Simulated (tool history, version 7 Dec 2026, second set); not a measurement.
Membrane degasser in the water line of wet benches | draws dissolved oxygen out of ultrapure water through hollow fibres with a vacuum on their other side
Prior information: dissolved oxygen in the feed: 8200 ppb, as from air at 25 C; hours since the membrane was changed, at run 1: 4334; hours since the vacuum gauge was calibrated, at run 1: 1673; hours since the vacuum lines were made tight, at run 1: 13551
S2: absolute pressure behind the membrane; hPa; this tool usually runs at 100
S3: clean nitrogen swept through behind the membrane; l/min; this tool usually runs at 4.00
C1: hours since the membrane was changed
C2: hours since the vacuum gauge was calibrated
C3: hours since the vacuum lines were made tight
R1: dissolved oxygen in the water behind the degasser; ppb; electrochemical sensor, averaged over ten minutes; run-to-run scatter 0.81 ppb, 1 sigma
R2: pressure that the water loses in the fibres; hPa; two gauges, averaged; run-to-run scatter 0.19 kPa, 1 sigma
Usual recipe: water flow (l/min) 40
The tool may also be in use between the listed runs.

Run 1, hour 0.0: usual settings; C1 4334; C2 1673; C3 13551. Result: R1 164.1 ppb, R2 402.7 hPa.
Run 2, hour 81.2: usual settings but S3 9.41 l/min; C1 4415; C2 1754; C3 13633. Result: R1 75.9 ppb, R2 402.3 hPa.
Run 3, hour 138.7: usual settings but S3 9.41 l/min; C1 4473; C2 1812; C3 13690. Result: R1 75.9 ppb, R2 402.4 hPa.
Run 4, hour 227.3: usual settings; C1 4561; C2 1900; C3 13779. Result: R1 162.7 ppb, R2 404.0 hPa.
Run 5, hour 280.4: usual settings; C1 4614; C2 1954; C3 13832. Result: R1 163.9 ppb, R2 406.0 hPa.
Run 6, hour 384.7: usual settings but water flow (l/min) 58; C1 4719; C2 2058; C3 13936. Result: R1 235.6 ppb, R2 586.2 hPa.
Run 7, hour 451.9: usual settings but S2 112 hPa; C1 4786; C2 2125; C3 14003. Result: R1 189.2 ppb, R2 404.1 hPa.
Run 8, hour 550.8: usual settings but S2 112 hPa; C1 4885; C2 2224; C3 14102. Result: R1 192.1 ppb, R2 406.6 hPa.
At hour 584.0: seals of the vacuum lines changed.
Run 9, hour 659.4: usual settings but S2 112 hPa; C1 4991; C2 2331; C3 75. Result: R1 190.7 ppb, R2 403.9 hPa.
Run 10, hour 725.3: usual settings but S2 112 hPa; C1 5057; C2 2396; C3 141. Result: R1 191.4 ppb, R2 404.1 hPa.
Run 11, hour 801.3: usual settings but S2 112 hPa; C1 5133; C2 2472; C3 217. Result: R1 190.3 ppb, R2 406.8 hPa.
Run 12, hour 893.7: usual settings but S2 112 hPa; C1 5226; C2 2565; C3 310. Result: R1 191.4 ppb, R2 405.4 hPa.
Run 13, hour 992.1: usual settings but S2 112 hPa; C1 5324; C2 2663; C3 408. Result: R1 190.0 ppb, R2 409.9 hPa.
Run 14, hour 1044.8: usual settings but S2 112 hPa; C1 5377; C2 2716; C3 461. Result: R1 190.8 ppb, R2 403.8 hPa.
Run 15, hour 1116.4: usual settings but S2 112 hPa; C1 5448; C2 2788; C3 532. Result: R1 190.3 ppb, R2 405.5 hPa.
Run 16, hour 1211.6: usual settings but S2 112 hPa; C1 5543; C2 2883; C3 628. Result: R1 192.3 ppb, R2 408.1 hPa.
Run 17, hour 1305.0: usual settings but water flow (l/min) 41; C1 5637; C2 2976; C3 721. Result: R1 166.1 ppb, R2 414.9 hPa.
Run 18, hour 1375.9: usual settings but S2 175 hPa, S3 2.24 l/min; C1 5708; C2 3047; C3 792. Result: R1 541.3 ppb, R2 410.6 hPa.
Run 19, hour 1453.7: usual settings but water flow (l/min) 43, S2 77 hPa, S3 2.24 l/min; C1 5786; C2 3125; C3 870. Result: R1 198.0 ppb, R2 436.5 hPa.
Run 20, hour 1559.1: usual settings but water flow (l/min) 43, S2 77 hPa, S3 2.24 l/min; C1 5891; C2 3230; C3 975. Result: R1 195.9 ppb, R2 435.1 hPa.
Run 21, hour 1617.3: usual settings but water flow (l/min) 43, S2 77 hPa, S3 2.24 l/min; C1 5949; C2 3289; C3 1033. Result: R1 196.5 ppb, R2 436.8 hPa.
Run 22, hour 1675.5: usual settings but S3 1.68 l/min; C1 6007; C2 3347; C3 1092. Result: R1 347.4 ppb, R2 407.7 hPa.
Run 23, hour 1748.2: usual settings but S3 1.68 l/min; C1 6080; C2 3419; C3 1164. Result: R1 346.5 ppb, R2 408.9 hPa.
Run 24, hour 1871.2: usual settings but S2 198 hPa, S3 7.13 l/min; C1 6203; C2 3542; C3 1287. Result: R1 225.0 ppb, R2 410.8 hPa.
Run 25, hour 1940.9: usual settings but S2 124 hPa, S3 5.18 l/min; C1 6273; C2 3612; C3 1357. Result: R1 171.8 ppb, R2 411.8 hPa.
Run 26, hour 2054.9: usual settings but S2 66 hPa, S3 11.66 l/min; C1 6387; C2 3726; C3 1471. Result: R1 34.2 ppb, R2 408.7 hPa.
Run 27, hour 2147.3: usual settings but water flow (l/min) 39; C1 6479; C2 3818; C3 1563. Result: R1 159.7 ppb, R2 399.9 hPa.
Run 28, hour 2243.2: usual settings but water flow (l/min) 39; C1 6575; C2 3914; C3 1659. Result: R1 159.7 ppb, R2 398.2 hPa.
Run 29, hour 2308.5: usual settings but water flow (l/min) 49, S2 174 hPa, S3 2.48 l/min; C1 6640; C2 3980; C3 1724. Result: R1 595.5 ppb, R2 499.7 hPa.
Run 30, hour 2389.9: usual settings but water flow (l/min) 49, S2 174 hPa, S3 2.48 l/min; C1 6722; C2 4061; C3 1806. Result: R1 595.3 ppb, R2 497.1 hPa.
Run 31, hour 2491.3: usual settings but water flow (l/min) 49, S2 174 hPa, S3 2.48 l/min; C1 6823; C2 4162; C3 1907. Result: R1 590.4 ppb, R2 501.9 hPa.
Run 32, hour 2600.4: usual settings but water flow (l/min) 27; C1 6932; C2 4272; C3 2016. Result: R1 109.8 ppb, R2 278.6 hPa.

The logged runs with the hidden state left out (each run's random variation unchanged):
The hidden state here: membrane still open, %; true pressure behind the membrane over the reading, kPa; air that leaks in behind the membrane, l/min; drift of the gauge itself on oxygen_ppb, %; drift of the gauge itself on loss_of_pressure_kpa, %.
run     R2
  1  402.6
  2  402.0
  3  401.9
  4  403.2
  5  405.2
  6  584.5
  7  402.7
  8  405.0
  9  402.0
 10  402.0
 11  404.4
 12  402.8
 13  407.1
 14  400.8
 15  402.3
 16  404.6
 17  411.1
 18  406.6
 19  432.1
 20  430.4
 21  431.9
 22  403.0
 23  404.0
 24  405.5
 25  406.4
 26  403.0
 27  394.0
 28  392.1
 29  491.8
 30  489.0
 31  493.4
 32  273.7
R1 without the hidden state stays within 0.1 ppb of what was measured, in all runs.
